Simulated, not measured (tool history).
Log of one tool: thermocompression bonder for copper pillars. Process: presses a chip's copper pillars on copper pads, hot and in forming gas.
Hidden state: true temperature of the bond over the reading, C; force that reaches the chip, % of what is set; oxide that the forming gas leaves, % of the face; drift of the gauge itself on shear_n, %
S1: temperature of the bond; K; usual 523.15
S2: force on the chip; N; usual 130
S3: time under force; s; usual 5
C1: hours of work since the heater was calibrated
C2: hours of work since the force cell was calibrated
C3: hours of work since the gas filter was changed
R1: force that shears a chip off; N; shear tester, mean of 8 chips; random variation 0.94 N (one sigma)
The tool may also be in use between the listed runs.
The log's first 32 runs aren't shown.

| run | day | S1 | S2 | S3 | C1 | C2 | C3 | R1 |
|---|---|---|---|---|---|---|---|---|
| 33 | 60.342 | 525.15 | 192 | 4 | 117 | 658 | 27 | 101.1 |
| 34 | 62.196 | 525.15 | 192 | 4 | 134 | 675 | 45 | 99.1 |
| 35 | 64.054 | 525.15 | 192 | 4 | 152 | 693 | 63 | 98.7 |
| 36 | 66.604 | 525.15 | 192 | 4 | 177 | 718 | 87 | 98.6 |
| 37 | 69.167 | 525.15 | 192 | 4 | 202 | 743 | 112 | 98.2 |
| 38 | 71.762 | 525.15 | 192 | 4 | 227 | 768 | 137 | 95.5 |
| 39 | 73.125 | 525.15 | 192 | 4 | 240 | 781 | 150 | 96.0 |
| 40 | 75.367 | 525.15 | 192 | 4 | 261 | 802 | 171 | 96.6 |

3 ways to go on from here, each from the tool as it stands after run 40. What would each give?
| A | 76.629 | 502.15 | 99 | 5 | 273 | 814 | 184 | ? |
| B | 76.629 | 500.15 | 116 | 4 | 273 | 814 | 184 | ? |
| C | 76.629 | 516.15 | 130 | 5 | 273 | 814 | 184 | ? |

| run | R1 |
|---|---|
| A | 40.7 |
| B | 42.3 |
| C | 69.3 |
Without the tool's hidden state the same runs would have given:
| run | R1 |
|---|---|
| A | 43.7 |
| B | 45.4 |
| C | 73.5 |
